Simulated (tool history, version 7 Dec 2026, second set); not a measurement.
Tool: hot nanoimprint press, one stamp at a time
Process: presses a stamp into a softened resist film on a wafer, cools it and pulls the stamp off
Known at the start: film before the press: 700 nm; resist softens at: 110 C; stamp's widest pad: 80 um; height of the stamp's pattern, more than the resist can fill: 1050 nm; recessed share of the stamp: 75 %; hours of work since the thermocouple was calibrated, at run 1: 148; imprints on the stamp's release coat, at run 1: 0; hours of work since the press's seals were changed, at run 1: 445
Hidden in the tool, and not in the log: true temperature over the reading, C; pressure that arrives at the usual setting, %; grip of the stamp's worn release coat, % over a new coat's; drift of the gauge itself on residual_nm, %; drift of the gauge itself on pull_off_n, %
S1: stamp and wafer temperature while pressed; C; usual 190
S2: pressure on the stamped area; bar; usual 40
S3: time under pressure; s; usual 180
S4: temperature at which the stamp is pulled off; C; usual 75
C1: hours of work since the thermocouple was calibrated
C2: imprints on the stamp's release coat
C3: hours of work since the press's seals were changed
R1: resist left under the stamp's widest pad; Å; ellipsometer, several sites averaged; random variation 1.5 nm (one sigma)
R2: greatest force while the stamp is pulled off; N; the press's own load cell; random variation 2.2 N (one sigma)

run	hour	S1	S2	S3	S4	C1	C2	C3	R1	R2
1	0	190	40	180	75	148	0	445	2494	101
2	38.5	190	40	180	75	169	143	466	2503	99
3	116	190	40	180	75	213	430	510	2497	100
4	186.9	190	40	180	75	253	693	550	2485	96
5	278.7	190	40	180	75	304	1033	601	2481	99
6	349	189	40	180	75	344	1293	641	2570	101
7	405.3	189	40	180	75	375	1502	672	2552	100
# hour 443.2: stamp cleaned and given a new release coat
8	465.5	189	40	180	75	406	82	703	2586	94
9	530.9	189	40	180	75	442	325	740	2577	97
10	613.5	190	40	180	81	489	631	786	2483	83
11	662.9	190	40	180	75	516	814	814	2506	99
12	709.5	190	40	180	75	543	986	840	2509	98
# hour 760.5: plate thermocouple calibrated
13	788.6	190	40	180	75	16	1268	883	2509	98
14	827.1	190	40	180	75	37	1411	904	2480	102
# hour 890.6: stamp cleaned and given a new release coat
15	900.5	190	55.9	180	71	75	36	942	2114	107
16	973.2	190	55.9	180	71	116	306	983	2148	108
17	1021.6	190	40	335	75	143	485	1010	1909	95
# hour 1057.3: press's hydraulic seals changed and the load cell set to zero
18	1079.1	182	28.6	208	80	171	669	12	3449	86
19	1159.2	182	54.2	208	74	216	965	57	2615	96
20	1247.2	182	54.2	208	74	265	1291	107	2622	97
21	1293.9	185	54.2	184	82	292	1464	133	2506	81
# hour 1343.4: stamp cleaned and given a new release coat
22	1347.5	185	54.2	184	82	318	15	160	2468	82
23	1427.5	182	57.3	180	75	363	312	204	2698	98
24	1518.9	182	26.7	109	75	415	650	256	4370	97
25	1557.6	190	27.7	227	75	436	794	277	2706	96
26	1635.5	190	27.7	227	75	480	1082	321	2673	100
27	1723.9	190	27.7	227	75	530	1410	371	2690	97

Forecast each of these 4 alternatives for the next run:
# hour 1788.2: stamp cleaned and given a new release coat
# hour 1807.1: plate thermocouple calibrated
A	1822.5	198	40	180	75	9	116	421	?	?
# hour 1788.2: stamp cleaned and given a new release coat
# hour 1807.1: plate thermocouple calibrated
B	1822.5	190	36.8	241	75	9	116	421	?	?
# hour 1788.2: stamp cleaned and given a new release coat
# hour 1807.1: plate thermocouple calibrated
C	1822.5	182	60.3	227	73	9	116	421	?	?
# hour 1788.2: stamp cleaned and given a new release coat
# hour 1807.1: plate thermocouple calibrated
D	1822.5	190	40	163	75	9	116	421	?	?

run	R1	R2
A	1968	100
B	2277	97
C	2375	101
D	2587	99
Without the tool's hidden state the same runs would have given:
run	R1	R2
A	1967	100
B	2277	97
C	2375	101
D	2587	99
